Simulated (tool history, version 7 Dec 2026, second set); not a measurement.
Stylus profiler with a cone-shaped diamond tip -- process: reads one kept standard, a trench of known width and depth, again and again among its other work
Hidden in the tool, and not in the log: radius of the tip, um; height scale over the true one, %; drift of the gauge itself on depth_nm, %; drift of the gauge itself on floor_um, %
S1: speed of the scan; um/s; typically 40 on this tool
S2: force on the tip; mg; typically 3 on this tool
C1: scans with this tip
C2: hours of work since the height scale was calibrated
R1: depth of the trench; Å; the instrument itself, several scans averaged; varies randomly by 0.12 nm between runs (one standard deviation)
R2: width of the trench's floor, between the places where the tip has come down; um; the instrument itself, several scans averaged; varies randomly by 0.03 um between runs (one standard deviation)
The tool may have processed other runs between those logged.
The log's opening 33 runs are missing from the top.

run,hour,S1,S2,C1,C2,R1,R2
34,1617.7,31,8.26,16355,278,10357.6,14.63
35,1691.5,143,8.26,16855,336,10357.9,14.41
36,1755.4,40,4.49,17288,386,10240.7,14.46
37,1810.4,40,4.49,17660,429,10243.4,14.45
38,1841.8,65,1.28,17873,454,10107.4,14.28
39,1878.1,40,1.32,18120,482,10109.8,14.36
40,1937.7,40,1.32,18523,529,10109.3,14.32
41,1999.5,54,1.38,18942,577,10114.6,14.2
42,2040.8,113,1.91,19222,609,10140.3,14.1
43,2113.3,66,1.91,19713,666,10145,14.18
44,2165.9,66,1.91,20070,707,10144.8,14.17
45,2234.8,17,6.6,20537,761,10318.3,14.3
# hour 2294.3: height scale calibrated on a step standard
46,2298.3,17,6.6,20964,3,10305.4,14.27
47,2364.5,17,6.6,21413,55,10307.2,14.26

Consider 3 possible next runs. They are alternatives, not a sequence: every one starts from the tool as it was left by run 47. What does each give?
A,2394.9,13,3.82,21619,79,?,?
B,2394.9,14,6.6,21619,79,?,?
C,2394.9,38,1.64,21619,79,?,?

run,R1,R2
A,10214.5,14.22
B,10306.5,14.23
C,10118.7,14.14
What these runs would have given with no unlogged condition in the tool:
run,R1,R2
A,10213.9,15.96
B,10305.9,15.96
C,10118.1,15.87

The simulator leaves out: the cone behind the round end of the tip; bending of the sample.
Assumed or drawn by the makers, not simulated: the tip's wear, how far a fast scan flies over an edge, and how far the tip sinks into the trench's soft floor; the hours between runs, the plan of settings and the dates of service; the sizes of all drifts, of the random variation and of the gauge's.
